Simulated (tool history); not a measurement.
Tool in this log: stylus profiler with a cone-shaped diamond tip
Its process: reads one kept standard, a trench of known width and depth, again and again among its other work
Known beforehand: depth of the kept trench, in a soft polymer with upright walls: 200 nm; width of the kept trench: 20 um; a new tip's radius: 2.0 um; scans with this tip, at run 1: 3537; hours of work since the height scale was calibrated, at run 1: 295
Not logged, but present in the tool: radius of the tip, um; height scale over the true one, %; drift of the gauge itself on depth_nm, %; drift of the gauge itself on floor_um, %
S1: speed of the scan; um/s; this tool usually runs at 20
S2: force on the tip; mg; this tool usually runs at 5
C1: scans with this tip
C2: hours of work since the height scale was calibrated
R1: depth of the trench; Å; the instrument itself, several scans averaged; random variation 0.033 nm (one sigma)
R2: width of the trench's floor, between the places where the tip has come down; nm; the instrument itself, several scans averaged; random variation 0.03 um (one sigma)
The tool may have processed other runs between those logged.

Run 1, hour 0: usual settings; C1 3537; C2 295. Result: R1 2050.3 Å, R2 17950 nm.
Run 2, hour 6.9: usual settings; C1 3592; C2 300. Result: R1 2050.7 Å, R2 18010 nm.
Run 3, hour 22.9: usual settings but S1 31 um/s; C1 3718; C2 310. Result: R1 2050.3 Å, R2 17930 nm.
Run 4, hour 36.5: usual settings but S1 31 um/s; C1 3825; C2 319. Result: R1 2050.7 Å, R2 17940 nm.
Run 5, hour 47.6: usual settings but S1 5 um/s; C1 3913; C2 326. Result: R1 2050.4 Å, R2 17960 nm.
Run 6, hour 58.6: usual settings but S1 5 um/s; C1 4000; C2 334. Result: R1 2050.6 Å, R2 17970 nm.
Run 7, hour 68: usual settings but S1 63 um/s; C1 4075; C2 340. Result: R1 2051.1 Å, R2 17830 nm.
Run 8, hour 75.8: usual settings but S1 63 um/s; C1 4136; C2 345. Result: R1 2050.8 Å, R2 17840 nm.
Run 9, hour 85.6: usual settings; C1 4214; C2 352. Result: R1 2051.1 Å, R2 17890 nm.
Run 10, hour 101: usual settings; C1 4336; C2 362. Result: R1 2050.4 Å, R2 17910 nm.
Run 11, hour 115.8: usual settings; C1 4453; C2 372. Result: R1 2051 Å, R2 17930 nm.
Run 12, hour 129.3: usual settings; C1 4559; C2 380. Result: R1 2051.3 Å, R2 17910 nm.
Run 13, hour 139.9: usual settings but S2 2.96 mg; C1 4643; C2 387. Result: R1 2036.8 Å, R2 17890 nm.
Run 14, hour 155.3: usual settings but S2 2.96 mg; C1 4765; C2 398. Result: R1 2035.8 Å, R2 17870 nm.
Run 15, hour 163.9: usual settings but S2 2.86 mg; C1 4833; C2 403. Result: R1 2035.4 Å, R2 17890 nm.
Run 16, hour 179: usual settings; C1 4952; C2 413. Result: R1 2051.1 Å, R2 17930 nm.
Run 17, hour 190.9: usual settings but S1 12 um/s; C1 5047; C2 421. Result: R1 2050.3 Å, R2 17900 nm.
Run 18, hour 200.1: usual settings but S1 35 um/s; C1 5120; C2 427. Result: R1 2051.4 Å, R2 17910 nm.
Run 19, hour 212.6: usual settings but S2 2.16 mg; C1 5218; C2 435. Result: R1 2030.6 Å, R2 17870 nm.
Run 20, hour 220.9: usual settings but S2 2.16 mg; C1 5284; C2 441. Result: R1 2029.9 Å, R2 17870 nm.
Run 21, hour 229.8: usual settings; C1 5354; C2 447. Result: R1 2051 Å, R2 17880 nm.
Run 22, hour 242.2: usual settings; C1 5453; C2 455. Result: R1 2051.1 Å, R2 17870 nm.
Run 23, hour 250.6: usual settings; C1 5518; C2 460. Result: R1 2050.7 Å, R2 17880 nm.
Run 24, hour 264.1: usual settings but S1 64 um/s, S2 8.25 mg; C1 5625; C2 469. Result: R1 2071.3 Å, R2 17800 nm.
Run 25, hour 273.2: usual settings but S1 55 um/s, S2 6 mg; C1 5697; C2 475. Result: R1 2057.8 Å, R2 17790 nm.
Run 26, hour 289.5: usual settings but S1 6 um/s, S2 3.55 mg; C1 5826; C2 486. Result: R1 2041.5 Å, R2 17830 nm.
Run 27, hour 296.3: usual settings but S1 6 um/s, S2 3.55 mg; C1 5880; C2 491. Result: R1 2041.2 Å, R2 17890 nm.
Run 28, hour 307.3: usual settings but S1 7 um/s, S2 3.5 mg; C1 5967; C2 498. Result: R1 2040.8 Å, R2 17860 nm.
Run 29, hour 320.3: usual settings but S1 7 um/s, S2 1.84 mg; C1 6070; C2 506. Result: R1 2027.9 Å, R2 17830 nm.
Run 30, hour 336: usual settings but S1 58 um/s, S2 1.84 mg; C1 6194; C2 517. Result: R1 2028.2 Å, R2 17610 nm.
At hour 337.2: height scale calibrated on a step standard.
Run 31, hour 348.1: usual settings but S1 11 um/s, S2 5.02 mg; C1 6286; C2 7. Result: R1 2053.1 Å, R2 17870 nm.
Run 32, hour 356.5: usual settings but S1 43 um/s, S2 3.3 mg; C1 6352; C2 13. Result: R1 2040.9 Å, R2 17740 nm.
Run 33, hour 373: usual settings but S1 41 um/s, S2 7.46 mg; C1 6483; C2 24. Result: R1 2067.5 Å, R2 17760 nm.
Run 34, hour 385.9: usual settings but S1 65 um/s, S2 4.13 mg; C1 6584; C2 32. Result: R1 2046.2 Å, R2 17620 nm.
Run 35, hour 393.3: usual settings but S1 65 um/s, S2 4.13 mg; C1 6643; C2 37. Result: R1 2047.4 Å, R2 17640 nm.
At hour 394.9: height scale calibrated on a step standard, once more.
Run 36, hour 402.6: usual settings but S1 11 um/s, S2 2.45 mg; C1 6713; C2 5. Result: R1 2029.7 Å, R2 17820 nm.
Run 37, hour 413.5: usual settings but S1 11 um/s, S2 5.91 mg; C1 6799; C2 12. Result: R1 2054.4 Å, R2 17870 nm.
Run 38, hour 426.9: usual settings but S1 44 um/s, S2 5.91 mg; C1 6905; C2 21. Result: R1 2054.3 Å, R2 17690 nm.
Run 39, hour 440: usual settings but S1 28 um/s, S2 2.24 mg; C1 7009; C2 30. Result: R1 2028.6 Å, R2 17730 nm.
Run 40, hour 455.3: usual settings but S1 13 um/s, S2 8.17 mg; C1 7129; C2 40. Result: R1 2067.9 Å, R2 17820 nm.
Run 41, hour 470: usual settings but S1 13 um/s, S2 8.17 mg; C1 7245; C2 50. Result: R1 2068.2 Å, R2 17760 nm.
Run 42, hour 484.8: usual settings but S1 71 um/s, S2 9.9 mg; C1 7362; C2 59. Result: R1 2077.2 Å, R2 17650 nm.
Run 43, hour 493.5: usual settings but S1 35 um/s; C1 7432; C2 65. Result: R1 2048 Å, R2 17700 nm.
Run 44, hour 500.3: usual settings but S1 12 um/s, S2 14.04 mg; C1 7485; C2 70. Result: R1 2098 Å, R2 17800 nm.
Run 45, hour 515.1: usual settings but S1 64 um/s, S2 13.33 mg; C1 7602; C2 79. Result: R1 2093.9 Å, R2 17680 nm.

What if the next run were any one of these 3? Each begins from the tool's condition after run 45:
Run A, hour 528: usual settings but S1 23 um/s, S2 6.69 mg; C1 7705; C2 88. Result: R1 ?, R2 ?.
Run B, hour 528: usual settings but S1 8 um/s, S2 13.33 mg; C1 7705; C2 88. Result: R1 ?, R2 ?.
Run C, hour 528: usual settings but S1 64 um/s, S2 2.79 mg; C1 7705; C2 88. Result: R1 ?, R2 ?.

run      R1     R2
  A  2059.2  17700
  B  2094.4  17780
  C  2033.2  17500
The same runs, with their run-to-run variation unchanged, on a tool lacking any hidden condition would have given:
run      R1     R2
  A  2059.5  18150
  B  2094.7  18240
  C  2033.4  17960
